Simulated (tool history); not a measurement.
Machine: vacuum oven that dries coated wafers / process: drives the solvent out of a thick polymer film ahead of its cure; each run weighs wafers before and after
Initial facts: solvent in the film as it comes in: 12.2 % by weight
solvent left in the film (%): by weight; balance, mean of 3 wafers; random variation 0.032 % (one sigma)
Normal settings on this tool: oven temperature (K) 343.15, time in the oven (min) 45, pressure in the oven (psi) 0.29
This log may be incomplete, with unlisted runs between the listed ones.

run	hour	oven temperature (K)	time in the oven (min)	pressure in the oven (psi)	solvent left in the film (%)
1	0	343.15	45	0.29	1.44
2	31.9	343.15	74	0.29	1.27
3	67.7	343.15	74	0.29	1.24
4	127.4	343.15	74	0.325	1.37
5	201.8	343.15	45	0.29	1.41
# hour 232.2: oven's thermocouples calibrated
6	270.5	343.15	45	0.29	1.79
7	316.2	343.15	45	0.29	1.78
8	394.2	343.15	45	0.29	1.82
9	443.8	343.15	78	0.29	1.45
10	512.9	352.15	45	0.29	1.11
11	558	352.15	45	0.29	1.04
12	608.2	343.15	45	0.29	1.76
13	672.7	343.15	45	0.29	1.7
# hour 735.1: vacuum gauge cleaned of residue and calibrated
14	744.1	343.15	45	0.29	1.79
15	816.8	343.15	45	0.193	1.46
# hour 851.4: vacuum gauge cleaned of residue and calibrated, once more
16	851.4	343.15	67	0.193	0.83
17	928.8	343.15	67	0.193	0.85
18	995	343.15	67	0.193	0.87
19	1049.1	343.15	45	0.29	1.44
20	1110.1	343.15	45	0.29	1.49
21	1158.6	343.15	45	0.29	1.45
22	1235.9	343.15	45	1.085	4.42
23	1303.7	345.15	75	0.29	1.13
24	1367.2	330.15	38	0.511	5.17
25	1428.3	343.15	47	0.355	1.63
26	1473.9	343.15	47	0.289	1.33
27	1514	329.15	45	0.776	6.63

What does the tool deliver on the next run?
28	1573.6	343.15	45	0.65	?

Run 28 measured solvent left in the film (%) 2.76.
With the hidden condition absent and the run-to-run variation left alone, this run would have shown solvent left in the film (%) 2.88.
